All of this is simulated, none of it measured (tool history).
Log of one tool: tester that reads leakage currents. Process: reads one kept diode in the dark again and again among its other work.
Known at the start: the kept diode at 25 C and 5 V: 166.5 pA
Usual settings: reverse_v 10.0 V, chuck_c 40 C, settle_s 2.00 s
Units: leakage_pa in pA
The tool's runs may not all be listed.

run      day  reverse_v  chuck_c  settle_s  leakage_pa
  1    0.000       10.0       40      2.00      569.71
       2.021  -- chuck's temperature calibrated
  2   11.271       10.0       40      7.23      549.23
  3   16.808       10.0       40      7.23      545.53
  4   22.521       10.0       40      2.00      544.96
  5   33.417       10.0       40      2.00      540.00
  6   40.075       10.0       40      2.00      535.98
      46.438  -- chuck's temperature calibrated, once more
  7   49.146       10.0       40      2.00      647.56
  8   53.921       10.0       40      2.00      643.58
  9   59.800       10.0       40      2.00      639.69
 10   64.971       10.0       40      2.00      641.10
 11   69.617       10.0       40      2.00      639.49
 12   77.433       10.0       40      2.00      632.88
 13   86.508       10.0       40      2.00      629.31
 14   97.112       10.0       40      2.00      622.95
 15  103.558       10.0       40      2.00      618.23
 16  114.904       10.0       40      2.00      614.24
     123.650  -- probe card cleaned and baked
 17  125.771       10.0       40      2.00      597.96
 18  131.571       10.0       30      2.00      301.67
 19  140.167       10.0       30      2.00      301.10
 20  145.492       19.4       39      0.51      752.22
 21  151.425        3.9       41      0.51      409.80
 22  160.146       10.0       23      2.00      178.90
 23  168.396       10.0       23      2.00      178.41
 24  173.096        3.5       55      4.90      922.84
     182.779  -- chuck's temperature calibrated
 25  183.962       10.0       57      4.16     1871.25
 26  193.925       10.0       57      4.16     1853.95
 27  201.388       10.0       57      2.52     1849.63
 28  212.704       11.3       57      0.38     1940.65
 29  221.625       11.3       35      0.34      486.64
 30  231.900       11.3       35      0.34      483.92
 31  238.462        3.9       46      2.00      593.58
 32  244.962        7.0       26      0.35      209.44
 33  255.858        1.7       40      3.64      273.85
 34  265.000        1.7       40      3.64      270.79
 35  270.942        8.8       40      2.00      569.87
 36  276.179        6.6       40      2.00      498.61
 37  283.400        2.3       24      4.58      101.88
     291.342  -- probe card cleaned and baked
 38  293.879        2.3       24      4.58       98.46

3 ways to go on from here, each from the tool as it stands after run 38. What would each give?
  A  302.454       15.7       33      3.41           ?
  B  302.454       14.9       59      5.37           ?
  C  302.454        2.3       49      2.67           ?

run  leakage_pa
  A      442.93
  B     2281.45
  C      534.65
Without the tool's hidden state the same runs would have given:
run  leakage_pa
  A      490.36
  B     2483.68
  C      586.19

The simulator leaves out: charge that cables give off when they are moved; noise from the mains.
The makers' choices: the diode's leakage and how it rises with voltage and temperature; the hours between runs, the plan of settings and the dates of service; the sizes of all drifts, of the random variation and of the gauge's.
